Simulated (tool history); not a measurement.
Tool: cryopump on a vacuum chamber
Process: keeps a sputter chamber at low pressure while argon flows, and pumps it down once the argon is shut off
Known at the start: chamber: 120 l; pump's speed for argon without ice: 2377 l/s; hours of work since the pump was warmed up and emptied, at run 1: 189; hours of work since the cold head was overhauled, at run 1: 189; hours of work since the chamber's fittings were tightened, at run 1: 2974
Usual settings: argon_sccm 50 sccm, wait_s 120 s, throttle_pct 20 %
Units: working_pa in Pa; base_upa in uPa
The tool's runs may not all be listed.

run	hour	argon_sccm	wait_s	throttle_pct	hours of work since the pump was warmed up and emptied	hours of work since the cold head was overhauled	hours of work since the chamber's fittings were tightened	working_pa	base_upa
1	0.0	50	120	20	189	189	2974	0.1803	2.24
2	67.3	50	120	20	224	224	3010	0.1812	2.35
3	159.0	50	120	20	273	273	3058	0.1808	2.39
4	201.7	50	120	20	295	295	3081	0.1828	2.34
5	306.5	38	120	20	351	351	3136	0.1380	2.40
6	381.0	38	120	20	390	390	3176	0.1399	2.51
7	484.5	38	120	20	445	445	3230	0.1389	2.52
# hour 521.1: leaking fittings of the chamber tightened, without venting
8	565.7	50	120	20	487	487	24	0.1839	0.63
9	666.9	50	120	20	540	540	77	0.1844	0.69
10	712.8	50	120	20	565	565	101	0.1857	0.65
# hour 724.8: pump warmed up, emptied and cooled again
11	791.4	50	120	20	35	604	140	0.1789	0.64
12	877.2	50	120	20	81	649	186	0.1796	0.71
13	932.1	50	120	20	110	678	215	0.1783	0.68
14	999.9	50	120	20	146	714	251	0.1795	0.77
15	1051.4	50	120	20	173	741	278	0.1797	0.74
16	1143.9	50	120	20	222	790	327	0.1805	0.80
17	1207.2	50	120	20	255	823	360	0.1815	0.82
18	1291.6	66	52	27	300	868	405	0.1776	1.42
19	1339.8	25	142	30	325	894	430	0.0605	0.76
20	1425.7	70	142	44	371	939	476	0.1196	0.88
21	1487.1	70	142	44	403	972	508	0.1194	0.83
22	1586.3	70	142	44	456	1024	561	0.1214	0.87
23	1668.5	20	31	44	499	1067	604	0.0350	2.30
24	1717.2	20	27	21	525	1093	630	0.0700	2.52
# hour 1808.6: pump warmed up, emptied and cooled again
25	1811.8	20	27	21	2	1141	677	0.0679	2.49
26	1858.7	33	58	17	27	1165	702	0.1393	1.44
27	1955.5	33	58	17	78	1217	754	0.1395	1.47
28	2061.9	33	58	17	134	1273	810	0.1389	1.44
29	2121.4	33	83	26	165	1304	841	0.0916	1.29
30	2203.3	33	83	26	209	1348	885	0.0915	1.29
31	2300.9	33	83	26	260	1399	936	0.0921	1.36
32	2363.7	35	83	26	294	1433	969	0.0982	1.36
33	2427.4	20	120	34	327	1466	1003	0.0437	1.20

Some steps in working_pa between neighbouring runs. How much of each would the tool show without its hidden state too (settings, what came in, random variation), and how much is left for the hidden state, with any gauge scatter that isn't in both results?
The hidden state here: pump's speed, % of a pump's without ice; cold plate's temperature, K; leak into the chamber, uPa l/s; drift of the gauge itself on working_pa, %; drift of the gauge itself on base_upa, %.
Run 10 -> 11: pump warmed up, emptied and cooled again. working_pa -0.0068 Pa: hidden state -0.0068, all else +0.0000.
Run 18 -> 19: argon_sccm 66 -> 25, wait_s 52 -> 142, throttle_pct 27 -> 30. working_pa -0.1171 Pa: hidden state -0.0029, all else -0.1142.
Run 19 -> 20: argon_sccm 25 -> 70, throttle_pct 30 -> 44. working_pa +0.0591 Pa: hidden state +0.0043, all else +0.0548.
Run 22 -> 23: argon_sccm 70 -> 20, wait_s 142 -> 31. working_pa -0.0864 Pa: hidden state -0.0053, all else -0.0811.
Run 25 -> 26: argon_sccm 20 -> 33, wait_s 27 -> 58, throttle_pct 21 -> 17. working_pa +0.0714 Pa: hidden state +0.0002, all else +0.0712.
